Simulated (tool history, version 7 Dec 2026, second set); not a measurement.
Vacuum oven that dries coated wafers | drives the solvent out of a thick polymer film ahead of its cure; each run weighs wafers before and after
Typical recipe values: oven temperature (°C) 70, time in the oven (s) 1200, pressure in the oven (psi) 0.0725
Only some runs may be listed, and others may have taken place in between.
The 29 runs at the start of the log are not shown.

run 30 hour=1166.3 | oven_temperature_(°C)=72 time_in_the_oven_(s)=960 pressure_in_the_oven_(psi)=0.2154 | solvent_left_in_the_film_(%)=4.24
run 31 hour=1216.8 | oven_temperature_(°C)=72 time_in_the_oven_(s)=840 pressure_in_the_oven_(psi)=0.2154 | solvent_left_in_the_film_(%)=4.84
run 32 hour=1247.4 | oven_temperature_(°C)=72 time_in_the_oven_(s)=840 pressure_in_the_oven_(psi)=0.2154 | solvent_left_in_the_film_(%)=4.81
run 33 hour=1280.0 | oven_temperature_(°C)=72 time_in_the_oven_(s)=840 pressure_in_the_oven_(psi)=0.2154 | solvent_left_in_the_film_(%)=4.80
run 34 hour=1319.2 | oven_temperature_(°C)=72 time_in_the_oven_(s)=840 pressure_in_the_oven_(psi)=0.2154 | solvent_left_in_the_film_(%)=4.83
run 35 hour=1356.2 | oven_temperature_(°C)=75 time_in_the_oven_(s)=840 pressure_in_the_oven_(psi)=0.0410 | solvent_left_in_the_film_(%)=3.53
-- hour=1368.4 oven's thermocouples calibrated
run 36 hour=1382.2 | oven_temperature_(°C)=75 time_in_the_oven_(s)=840 pressure_in_the_oven_(psi)=0.0410 | solvent_left_in_the_film_(%)=3.79
run 37 hour=1416.8 | oven_temperature_(°C)=56 time_in_the_oven_(s)=1200 pressure_in_the_oven_(psi)=0.1202 | solvent_left_in_the_film_(%)=8.15

What if the next run were any one of these 3? Each begins from the tool's condition after run 37:
run A hour=1443.6 | oven_temperature_(°C)=70 time_in_the_oven_(s)=1200 pressure_in_the_oven_(psi)=0.0757 | solvent_left_in_the_film_(%)=?
run B hour=1443.6 | oven_temperature_(°C)=64 time_in_the_oven_(s)=1200 pressure_in_the_oven_(psi)=0.0725 | solvent_left_in_the_film_(%)=?
run C hour=1443.6 | oven_temperature_(°C)=84 time_in_the_oven_(s)=1200 pressure_in_the_oven_(psi)=0.0418 | solvent_left_in_the_film_(%)=?

run=A solvent_left_in_the_film_(%)=3.60
run=B solvent_left_in_the_film_(%)=5.43
run=C solvent_left_in_the_film_(%)=0.73
Without the tool's hidden state the same runs would have given:
run=A solvent_left_in_the_film_(%)=3.42
run=B solvent_left_in_the_film_(%)=5.23
run=C solvent_left_in_the_film_(%)=0.61
